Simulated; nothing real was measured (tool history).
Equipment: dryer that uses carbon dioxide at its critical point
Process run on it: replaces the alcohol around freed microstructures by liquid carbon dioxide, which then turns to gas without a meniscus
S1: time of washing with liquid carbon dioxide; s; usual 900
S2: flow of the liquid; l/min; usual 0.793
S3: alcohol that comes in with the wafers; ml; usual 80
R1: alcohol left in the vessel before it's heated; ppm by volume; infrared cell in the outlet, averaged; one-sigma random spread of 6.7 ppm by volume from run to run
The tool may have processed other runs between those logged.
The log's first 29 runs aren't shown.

run    hour    S1     S2   S3    R1
 30   884.2  1080  1.246   39   207
 31   927.5   840  0.865   22   343
      952.8  -- purifier's bed changed
      960.2  -- inlet filter changed
 32   969.2   840  0.865   22    80
 33   995.4   840  0.865   22    79
 34  1034.3   600  0.640   30  1132
 35  1069.6  1320  0.640   30    67
 36  1113.5  1320  0.640   30    68
 37  1142.2   660  0.640  116  3507

What does the tool deliver on the next run?
 38  1177.9  660  0.640  66   ?

{"run 38": {"R1": 2015}}
The same run, on a tool lacking any hidden state, would have yielded R1 1786 ppm by volume.
